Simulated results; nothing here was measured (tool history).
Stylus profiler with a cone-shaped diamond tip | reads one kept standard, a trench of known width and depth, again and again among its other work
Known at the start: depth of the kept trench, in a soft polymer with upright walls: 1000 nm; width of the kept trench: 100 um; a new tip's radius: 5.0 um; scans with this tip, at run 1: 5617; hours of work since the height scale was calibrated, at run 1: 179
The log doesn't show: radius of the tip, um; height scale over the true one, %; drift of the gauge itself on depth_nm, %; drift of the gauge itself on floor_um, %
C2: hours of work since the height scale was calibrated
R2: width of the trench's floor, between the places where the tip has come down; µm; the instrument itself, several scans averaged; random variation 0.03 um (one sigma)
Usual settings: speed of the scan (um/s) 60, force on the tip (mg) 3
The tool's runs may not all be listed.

run 1 hour=0.0 | speed_of_the_scan_(um/s)=60 force_on_the_tip_(mg)=3 | scans_with_this_tip=5617 C2=179 | depth_of_the_trench_(nm)=1019.77 R2=93.21
run 2 hour=33.9 | speed_of_the_scan_(um/s)=60 force_on_the_tip_(mg)=3 | scans_with_this_tip=5724 C2=204 | depth_of_the_trench_(nm)=1020.04 R2=93.15
run 3 hour=80.5 | speed_of_the_scan_(um/s)=60 force_on_the_tip_(mg)=3 | scans_with_this_tip=5870 C2=238 | depth_of_the_trench_(nm)=1019.74 R2=93.18
run 4 hour=117.0 | speed_of_the_scan_(um/s)=60 force_on_the_tip_(mg)=3 | scans_with_this_tip=5985 C2=264 | depth_of_the_trench_(nm)=1020.06 R2=93.18
run 5 hour=166.7 | speed_of_the_scan_(um/s)=60 force_on_the_tip_(mg)=3 | scans_with_this_tip=6141 C2=300 | depth_of_the_trench_(nm)=1020.06 R2=93.18
run 6 hour=219.4 | speed_of_the_scan_(um/s)=60 force_on_the_tip_(mg)=3 | scans_with_this_tip=6306 C2=339 | depth_of_the_trench_(nm)=1020.11 R2=93.18
run 7 hour=283.7 | speed_of_the_scan_(um/s)=60 force_on_the_tip_(mg)=3 | scans_with_this_tip=6508 C2=385 | depth_of_the_trench_(nm)=1019.88 R2=93.14
run 8 hour=319.2 | speed_of_the_scan_(um/s)=32 force_on_the_tip_(mg)=3 | scans_with_this_tip=6620 C2=411 | depth_of_the_trench_(nm)=1020.19 R2=93.22
run 9 hour=355.3 | speed_of_the_scan_(um/s)=32 force_on_the_tip_(mg)=3 | scans_with_this_tip=6733 C2=437 | depth_of_the_trench_(nm)=1020.05 R2=93.20
run 10 hour=383.3 | speed_of_the_scan_(um/s)=32 force_on_the_tip_(mg)=3 | scans_with_this_tip=6821 C2=457 | depth_of_the_trench_(nm)=1020.22 R2=93.18
run 11 hour=434.8 | speed_of_the_scan_(um/s)=32 force_on_the_tip_(mg)=3 | scans_with_this_tip=6983 C2=495 | depth_of_the_trench_(nm)=1020.05 R2=93.18
run 12 hour=500.3 | speed_of_the_scan_(um/s)=32 force_on_the_tip_(mg)=3 | scans_with_this_tip=7188 C2=542 | depth_of_the_trench_(nm)=1020.16 R2=93.21
run 13 hour=546.8 | speed_of_the_scan_(um/s)=53 force_on_the_tip_(mg)=3 | scans_with_this_tip=7334 C2=576 | depth_of_the_trench_(nm)=1020.31 R2=93.09
run 14 hour=605.0 | speed_of_the_scan_(um/s)=53 force_on_the_tip_(mg)=3 | scans_with_this_tip=7517 C2=618 | depth_of_the_trench_(nm)=1020.34 R2=93.05
run 15 hour=671.7 | speed_of_the_scan_(um/s)=53 force_on_the_tip_(mg)=3 | scans_with_this_tip=7726 C2=666 | depth_of_the_trench_(nm)=1020.48 R2=93.06
run 16 hour=727.2 | speed_of_the_scan_(um/s)=16 force_on_the_tip_(mg)=3 | scans_with_this_tip=7901 C2=707 | depth_of_the_trench_(nm)=1020.52 R2=93.20
run 17 hour=790.7 | speed_of_the_scan_(um/s)=16 force_on_the_tip_(mg)=3 | scans_with_this_tip=8100 C2=753 | depth_of_the_trench_(nm)=1020.33 R2=93.18
run 18 hour=819.9 | speed_of_the_scan_(um/s)=16 force_on_the_tip_(mg)=3 | scans_with_this_tip=8192 C2=774 | depth_of_the_trench_(nm)=1020.58 R2=93.16

The next listed run, before its measurement:
run 19 hour=848.2 | speed_of_the_scan_(um/s)=16 force_on_the_tip_(mg)=3 | scans_with_this_tip=8281 C2=794 | depth_of_the_trench_(nm)=? R2=?

{"run 19": {"depth of the trench (nm)": 1020.67, "R2": 93.15}}
Without the tool's hidden state the same run would have given depth of the trench (nm) 1019.48, R2 93.94 µm.
